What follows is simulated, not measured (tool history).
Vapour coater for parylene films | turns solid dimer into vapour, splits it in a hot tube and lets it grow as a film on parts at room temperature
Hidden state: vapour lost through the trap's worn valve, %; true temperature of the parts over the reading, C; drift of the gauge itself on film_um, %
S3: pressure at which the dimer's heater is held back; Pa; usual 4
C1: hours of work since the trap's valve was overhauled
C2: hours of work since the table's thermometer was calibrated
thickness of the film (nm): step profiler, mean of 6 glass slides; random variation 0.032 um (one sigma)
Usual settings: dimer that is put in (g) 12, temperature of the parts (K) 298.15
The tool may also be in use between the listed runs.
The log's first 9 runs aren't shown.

At hour 533.4: trap's valve overhauled.
Run 10, hour 560.7: usual settings but temperature of the parts (K) 291.15; C1 16; C2 1612. Result: thickness of the film (nm) 12380.
Run 11, hour 608.8: usual settings; C1 45; C2 1640. Result: thickness of the film (nm) 9670.
Run 12, hour 685.1: usual settings; C1 90; C2 1685. Result: thickness of the film (nm) 9690.
Run 13, hour 731.8: usual settings; C1 117; C2 1713. Result: thickness of the film (nm) 9650.
Run 14, hour 790.2: usual settings but S3 7.2 Pa; C1 152; C2 1747. Result: thickness of the film (nm) 8810.
Run 15, hour 866.7: usual settings but dimer that is put in (g) 5; C1 197; C2 1792. Result: thickness of the film (nm) 4010.
Run 16, hour 950: usual settings but S3 10.75 Pa; C1 246; C2 1842. Result: thickness of the film (nm) 8290.
Run 17, hour 993.4: usual settings but S3 2.39 Pa; C1 272; C2 1867. Result: thickness of the film (nm) 10380.
At hour 1044: trap's valve overhauled.
Run 18, hour 1062.8: usual settings but dimer that is put in (g) 8; C1 11; C2 1906. Result: thickness of the film (nm) 6430.
Run 19, hour 1144: usual settings but temperature of the parts (K) 302.15; C1 59; C2 1954. Result: thickness of the film (nm) 8450.
Run 20, hour 1184.8: usual settings but temperature of the parts (K) 295.15; C1 83; C2 1978. Result: thickness of the film (nm) 10620.
Run 21, hour 1220.6: usual settings but temperature of the parts (K) 304.15; C1 104; C2 1999. Result: thickness of the film (nm) 7880.
Run 22, hour 1281.7: usual settings but temperature of the parts (K) 304.15; C1 141; C2 2035. Result: thickness of the film (nm) 7820.
Run 23, hour 1321.1: usual settings but temperature of the parts (K) 293.15; C1 164; C2 2059. Result: thickness of the film (nm) 11470.
Run 24, hour 1373.7: usual settings but dimer that is put in (g) 11, temperature of the parts (K) 293.15, S3 2.54 Pa; C1 195; C2 2090. Result: thickness of the film (nm) 11130.
Run 25, hour 1454.2: usual settings but dimer that is put in (g) 8, temperature of the parts (K) 294.15, S3 7.7 Pa; C1 242; C2 2137. Result: thickness of the film (nm) 6600.
Run 26, hour 1542.2: usual settings but dimer that is put in (g) 21, temperature of the parts (K) 303.15; C1 294; C2 2189. Result: thickness of the film (nm) 14110.
At hour 1557.4: trap's valve overhauled.
Run 27, hour 1606.5: usual settings but S3 8.22 Pa; C1 29; C2 2225. Result: thickness of the film (nm) 8560.
Run 28, hour 1673.4: usual settings but temperature of the parts (K) 296.15, S3 8.22 Pa; C1 69; C2 2264. Result: thickness of the film (nm) 9190.
Run 29, hour 1752.2: usual settings but temperature of the parts (K) 296.15, S3 8.22 Pa; C1 115; C2 2311. Result: thickness of the film (nm) 9170.
At hour 1780: table's thermometer calibrated.
Run 30, hour 1832.2: usual settings but temperature of the parts (K) 296.15, S3 8.22 Pa; C1 162; C2 31. Result: thickness of the film (nm) 9100.
Run 31, hour 1888.3: usual settings but temperature of the parts (K) 296.15, S3 8.22 Pa; C1 195; C2 64. Result: thickness of the film (nm) 9100.
Run 32, hour 1956.6: usual settings but dimer that is put in (g) 6, temperature of the parts (K) 302.15, S3 8.22 Pa; C1 235; C2 104. Result: thickness of the film (nm) 3710.
Run 33, hour 2016: usual settings but dimer that is put in (g) 6, temperature of the parts (K) 302.15, S3 8.22 Pa; C1 270; C2 139. Result: thickness of the film (nm) 3750.

4 ways to go on from here, each from the tool as it stands after run 33. What would each give?
At hour 2068.4: trap's valve overhauled.
Run A, hour 2102.2: usual settings but dimer that is put in (g) 10, S3 2.24 Pa; C1 20; C2 188. Result: thickness of the film (nm) ?.
At hour 2068.4: trap's valve overhauled.
Run B, hour 2102.2: usual settings but dimer that is put in (g) 6, temperature of the parts (K) 308.15, S3 4.15 Pa; C1 20; C2 188. Result: thickness of the film (nm) ?.
At hour 2068.4: trap's valve overhauled.
Run C, hour 2102.2: usual settings but dimer that is put in (g) 22, temperature of the parts (K) 302.15, S3 5.14 Pa; C1 20; C2 188. Result: thickness of the film (nm) ?.
At hour 2068.4: trap's valve overhauled.
Run D, hour 2102.2: usual settings but dimer that is put in (g) 9, temperature of the parts (K) 295.15, S3 8.22 Pa; C1 20; C2 188. Result: thickness of the film (nm) ?.

run  thickness of the film (nm)
  A                        8640
  B                        3390
  C                       14640
  D                        7120
Without the tool's hidden state the same runs would have given:
run  thickness of the film (nm)
  A                        8850
  B                        3470
  C                       15000
  D                        7290
